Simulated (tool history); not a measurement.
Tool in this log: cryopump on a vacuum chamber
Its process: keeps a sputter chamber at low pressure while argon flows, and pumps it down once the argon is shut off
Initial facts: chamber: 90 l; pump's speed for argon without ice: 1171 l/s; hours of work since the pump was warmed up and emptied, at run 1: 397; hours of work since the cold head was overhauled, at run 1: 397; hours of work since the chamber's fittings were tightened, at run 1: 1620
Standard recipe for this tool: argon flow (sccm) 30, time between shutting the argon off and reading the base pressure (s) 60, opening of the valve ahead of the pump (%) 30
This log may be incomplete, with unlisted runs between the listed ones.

run,day,argon flow (sccm),time between shutting the argon off and reading the base pressure (s),opening of the valve ahead of the pump (%),hours of work since the pump was warmed up and emptied,hours of work since the cold head was overhauled,hours of work since the chamber's fittings were tightened,pressure while argon flows (Pa),pressure after the wait (uPa)
1,0,30,60,30,397,397,1620,0.1496,2.8
2,0.767,30,60,30,412,412,1635,0.1508,2.83
3,1.342,34,60,30,424,424,1646,0.1711,2.77
4,1.854,34,60,30,434,434,1656,0.1704,2.79
5,2.6,34,60,20,448,448,1671,0.2518,2.73
6,3.4,34,60,20,464,464,1686,0.2554,2.82
7,4.146,40,60,20,478,478,1701,0.2961,2.87
8,4.571,40,60,20,487,487,1709,0.2962,2.78
9,5.083,40,60,20,497,497,1719,0.2972,2.83
10,5.892,40,60,20,513,513,1735,0.299,2.92
11,6.567,30,60,30,526,526,1748,0.152,2.81
12,7.038,30,60,30,535,535,1758,0.1515,2.85
13,7.629,30,60,30,547,547,1769,0.1513,2.91
14,8.267,30,60,30,559,559,1782,0.1506,2.92
15,8.733,29,60,30,568,568,1791,0.1463,3.01
16,9.517,29,60,30,583,583,1806,0.1476,2.97
17,9.921,30,128,30,591,591,1814,0.1532,2.21
18,10.808,30,128,30,609,609,1831,0.1526,2.24
19,11.438,30,128,30,621,621,1844,0.1522,2.29
20,11.942,30,128,30,631,631,1854,0.1532,2.19
21,12.379,48,151,17,639,639,1862,0.4218,2.12
22,13.171,22,160,42,655,655,1878,0.0826,2.08
23,13.938,17,160,42,670,670,1893,0.0638,2.07
24,14.704,18,32,30,685,685,1908,0.0919,4.38
25,15.433,18,32,30,699,699,1922,0.0921,4.38
26,16.008,18,32,30,710,710,1933,0.0921,4.42
27,16.592,18,32,47,722,722,1945,0.0606,4.29
28,17.208,18,32,47,734,734,1957,0.0617,4.36
29,17.829,18,32,47,746,746,1969,0.0617,4.41
30,18.433,18,32,47,758,758,1981,0.0623,4.47
31,19.058,47,66,38,770,770,1993,0.1943,3.01
32,19.646,36,147,30,782,782,2004,0.1855,2.27
33,20.433,36,147,30,797,797,2020,0.1835,2.29
34,20.846,46,22,29,805,805,2028,0.247,5.72
35,21.483,23,78,47,818,818,2040,0.0787,2.85

3 ways to go on from here, each from the tool as it stands after run 35. What would each give?
A,22.075,16,97,58,829,829,2052,?,?
B,22.075,14,110,41,829,829,2052,?,?
C,22.075,44,23,43,829,829,2052,?,?

run,pressure while argon flows (Pa),pressure after the wait (uPa)
A,0.0459,2.61
B,0.0552,2.52
C,0.1638,5.54
With the hidden condition removed and each run's random variation left untouched, the same runs would have given:
run,pressure while argon flows (Pa),pressure after the wait (uPa)
A,0.0399,1.16
B,0.0499,1.07
C,0.1474,4.1
